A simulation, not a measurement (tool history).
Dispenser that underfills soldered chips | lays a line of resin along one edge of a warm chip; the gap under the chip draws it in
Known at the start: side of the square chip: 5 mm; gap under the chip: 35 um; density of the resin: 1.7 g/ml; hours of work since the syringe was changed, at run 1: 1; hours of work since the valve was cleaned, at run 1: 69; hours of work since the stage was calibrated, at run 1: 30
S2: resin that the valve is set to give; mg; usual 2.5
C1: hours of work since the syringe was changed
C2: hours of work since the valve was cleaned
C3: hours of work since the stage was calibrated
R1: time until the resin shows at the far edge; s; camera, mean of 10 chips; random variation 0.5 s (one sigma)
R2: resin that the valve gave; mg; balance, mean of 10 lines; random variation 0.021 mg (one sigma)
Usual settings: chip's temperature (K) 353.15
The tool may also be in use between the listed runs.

Run 1, hour 0: usual settings; C1 1; C2 69; C3 30. Result: R1 42.1 s, R2 2.36 mg.
At hour 2: dispensing valve cleaned and set on the balance.
Run 2, hour 8: usual settings; C1 7; C2 5; C3 35. Result: R1 53.5 s, R2 2.51 mg.
At hour 10.9: new syringe of resin.
Run 3, hour 17.9: usual settings; C1 6; C2 12; C3 43. Result: R1 50.6 s, R2 2.44 mg.
At hour 22.6: new syringe of resin.
Run 4, hour 28.8: usual settings; C1 5; C2 21; C3 51. Result: R1 50 s, R2 2.44 mg.
At hour 34: new syringe of resin.
Run 5, hour 35.8: usual settings but S2 2.76 mg; C1 1; C2 26; C3 57. Result: R1 42.6 s, R2 2.71 mg.
Run 6, hour 43.2: usual settings; C1 7; C2 32; C3 62. Result: R1 54.6 s, R2 2.43 mg.
At hour 45.8: new syringe of resin.
Run 7, hour 48.9: usual settings; C1 2; C2 36; C3 67. Result: R1 46.4 s, R2 2.42 mg.
At hour 57.1: new syringe of resin.
Run 8, hour 58.7: usual settings; C1 1; C2 43; C3 74. Result: R1 43.4 s, R2 2.43 mg.
Run 9, hour 63.7: usual settings; C1 5; C2 47; C3 78. Result: R1 50.7 s, R2 2.4 mg.
At hour 68.4: new syringe of resin.
Run 10, hour 70.1: usual settings; C1 1; C2 52; C3 83. Result: R1 42.4 s, R2 2.37 mg.
Run 11, hour 76.2: usual settings; C1 6; C2 57; C3 88. Result: R1 51.7 s, R2 2.43 mg.
At hour 79.8: new syringe of resin.
Run 12, hour 84.9: usual settings; C1 4; C2 63; C3 94. Result: R1 48.9 s, R2 2.38 mg.
Run 13, hour 89.5: usual settings; C1 8; C2 67; C3 98. Result: R1 57.8 s, R2 2.34 mg.
At hour 91.2: new syringe of resin.
At hour 95.2: dispensing valve cleaned and set on the balance.
Run 14, hour 96.9: usual settings but chip's temperature (K) 344.15; C1 4; C2 1; C3 103. Result: R1 66.9 s, R2 2.48 mg.
Run 15, hour 102.8: usual settings but chip's temperature (K) 344.15; C1 8; C2 6; C3 107. Result: R1 82.2 s, R2 2.48 mg.
At hour 103.7: new syringe of resin.
Run 16, hour 114.4: usual settings but S2 2.47 mg; C1 8; C2 15; C3 116. Result: R1 59.1 s, R2 2.47 mg.
At hour 115.6: new syringe of resin.
Run 17, hour 123.2: usual settings; C1 6; C2 22; C3 123. Result: R1 52.6 s, R2 2.43 mg.
At hour 127.6: new syringe of resin.
Run 18, hour 133.5: usual settings but chip's temperature (K) 359.15, S2 2.83 mg; C1 5; C2 29; C3 130. Result: R1 39.2 s, R2 2.78 mg.
At hour 139.1: new syringe of resin.
Run 19, hour 144.3: usual settings but chip's temperature (K) 359.15, S2 2.83 mg; C1 4; C2 38; C3 139. Result: R1 39.4 s, R2 2.74 mg.
Run 20, hour 149.1: usual settings but chip's temperature (K) 348.15, S2 2.87 mg; C1 8; C2 41; C3 142. Result: R1 67.3 s, R2 2.78 mg.
At hour 150.9: new syringe of resin.
Run 21, hour 155: usual settings but chip's temperature (K) 348.15, S2 2.87 mg; C1 3; C2 46; C3 147. Result: R1 56.3 s, R2 2.77 mg.
At hour 162: new syringe of resin.
Run 22, hour 163.4: usual settings but chip's temperature (K) 348.15, S2 2.87 mg; C1 1; C2 52; C3 153. Result: R1 51 s, R2 2.75 mg.
Run 23, hour 168.2: usual settings but chip's temperature (K) 361.15, S2 2.61 mg; C1 5; C2 56; C3 157. Result: R1 37.6 s, R2 2.49 mg.
At hour 173.1: new syringe of resin.
Run 24, hour 176.9: usual settings but chip's temperature (K) 361.15, S2 2.36 mg; C1 3; C2 62; C3 164. Result: R1 35.5 s, R2 2.26 mg.
At hour 184.5: new syringe of resin.
Run 25, hour 185.5: usual settings but chip's temperature (K) 361.15, S2 2.36 mg; C1 1; C2 69; C3 170. Result: R1 31.5 s, R2 2.26 mg.
At hour 187.4: dispensing valve cleaned and set on the balance.
Run 26, hour 195.9: usual settings but chip's temperature (K) 361.15, S2 2.1 mg; C1 8; C2 7; C3 177. Result: R1 45.8 s, R2 2.09 mg.
At hour 197: new syringe of resin.
Run 27, hour 206.8: usual settings but chip's temperature (K) 361.15, S2 2.1 mg; C1 8; C2 15; C3 186. Result: R1 44.5 s, R2 2.07 mg.
At hour 208.7: new syringe of resin.
Run 28, hour 216.1: usual settings but chip's temperature (K) 345.15, S2 2.18 mg; C1 6; C2 22; C3 193. Result: R1 73.2 s, R2 2.12 mg.
At hour 220.5: new syringe of resin.
Run 29, hour 227: usual settings but chip's temperature (K) 345.15, S2 2.18 mg; C1 5; C2 30; C3 201. Result: R1 70.2 s, R2 2.14 mg.
At hour 231.9: new syringe of resin.
Run 30, hour 236.2: usual settings but chip's temperature (K) 345.15, S2 2.18 mg; C1 3; C2 37; C3 208. Result: R1 65.9 s, R2 2.11 mg.
Run 31, hour 242.1: usual settings but chip's temperature (K) 360.15, S2 2.87 mg; C1 8; C2 42; C3 213. Result: R1 44.9 s, R2 2.8 mg.
At hour 243.2: new syringe of resin.
Run 32, hour 252.4: usual settings but chip's temperature (K) 360.15, S2 2.87 mg; C1 7; C2 50; C3 220. Result: R1 44.9 s, R2 2.77 mg.
At hour 254.4: new syringe of resin.
Run 33, hour 257.4: usual settings but chip's temperature (K) 360.15, S2 2.87 mg; C1 2; C2 53; C3 224. Result: R1 35.5 s, R2 2.74 mg.

3 ways to go on from here, each from the tool as it stands after run 33. What would each give?
Run A, hour 262.4: usual settings but chip's temperature (K) 363.15, S2 2.45 mg; C1 6; C2 57; C3 228. Result: R1 ?, R2 ?.
Run B, hour 262.4: usual settings but S2 2.45 mg; C1 6; C2 57; C3 228. Result: R1 ?, R2 ?.
Run C, hour 262.4: usual settings but chip's temperature (K) 360.15, S2 2.9 mg; C1 6; C2 57; C3 228. Result: R1 ?, R2 ?.

run    R1    R2
  A  38.6  2.33
  B  54.8  2.35
  C  42.5  2.79
Without the tool's hidden state the same runs would have given:
run    R1    R2
  A  28.1  2.43
  B  39.9  2.46
  C    31  2.91
